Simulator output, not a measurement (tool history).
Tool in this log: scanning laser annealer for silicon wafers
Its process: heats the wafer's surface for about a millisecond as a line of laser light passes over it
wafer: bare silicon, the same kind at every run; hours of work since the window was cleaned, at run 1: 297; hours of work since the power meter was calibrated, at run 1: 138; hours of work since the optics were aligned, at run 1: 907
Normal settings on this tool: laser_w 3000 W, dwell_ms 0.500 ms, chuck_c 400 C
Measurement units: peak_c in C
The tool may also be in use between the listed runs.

run,hour,laser_w,dwell_ms,chuck_c,hours of work since the window was cleaned,hours of work since the power meter was calibrated,hours of work since the optics were aligned,peak_c
1,0.0,3000,0.500,400,297,138,907,1133
2,8.0,2667,0.500,400,301,142,911,1055
3,23.7,2901,0.500,400,309,151,919,1108
4,32.8,2901,0.366,400,314,155,924,991
5,40.6,3000,0.500,400,318,159,928,1133
# hour 45.3: window over the wafer cleaned
6,56.8,3000,0.500,400,6,167,935,1160
7,68.0,3000,0.534,400,12,172,941,1187
8,80.1,3000,0.534,400,18,179,947,1187
9,95.6,3152,0.500,400,26,186,955,1194
10,105.4,3000,0.500,400,31,192,960,1155
11,121.4,3000,0.500,400,39,200,968,1157
12,131.6,3000,0.500,400,44,205,974,1152
13,142.6,2645,0.500,400,50,211,979,1068
14,154.9,3000,0.500,429,56,217,986,1181
15,171.1,3000,0.500,429,65,225,994,1182
16,187.7,2572,0.500,429,73,234,1002,1078
17,197.0,3000,0.500,391,78,239,1007,1141
18,208.4,2749,0.500,400,84,244,1013,1090
19,215.6,2749,0.500,400,87,248,1017,1091
20,228.5,3000,0.500,415,94,255,1023,1164
21,237.7,3000,0.500,415,99,259,1028,1164
22,254.0,3170,0.500,403,107,268,1036,1190
23,266.6,3170,0.530,391,114,274,1043,1207
24,276.2,2787,0.414,380,119,279,1048,1005
25,291.2,2787,0.414,380,126,287,1056,1004
26,305.9,2787,0.414,380,134,295,1063,1002
27,315.1,2787,0.414,439,139,299,1068,1064
28,322.6,2787,0.414,439,142,303,1072,1062
29,338.3,3083,0.428,411,151,311,1080,1109
30,345.7,2911,0.445,400,154,315,1084,1075
31,353.8,2911,0.445,400,158,319,1088,1076
# hour 367.3: optics aligned, line set to its width
32,368.5,2911,0.423,400,163,324,1,1064
33,380.6,2911,0.423,400,170,330,7,1062
34,389.0,2911,0.423,400,174,335,11,1064
35,404.6,2911,0.423,400,182,343,19,1063
36,421.8,2911,0.498,400,191,351,28,1129
37,434.5,2911,0.498,400,197,358,35,1125
38,446.6,2911,0.498,400,204,364,41,1123
39,455.0,3099,0.498,406,208,369,45,1176
40,470.8,3008,0.356,412,216,377,53,1031
41,483.8,3008,0.356,420,223,383,60,1036

Branching from run 41: 3 alternative next runs. What would each branch give?
A,498.8,3132,0.439,413,230,391,68,?
B,498.8,3008,0.357,420,230,391,68,?
C,498.8,3008,0.356,381,230,391,68,?

run,peak_c
A,1136
B,1036
C,995
What these runs would have given with no unlogged condition in the tool:
run,peak_c
A,1157
B,1054
C,1013

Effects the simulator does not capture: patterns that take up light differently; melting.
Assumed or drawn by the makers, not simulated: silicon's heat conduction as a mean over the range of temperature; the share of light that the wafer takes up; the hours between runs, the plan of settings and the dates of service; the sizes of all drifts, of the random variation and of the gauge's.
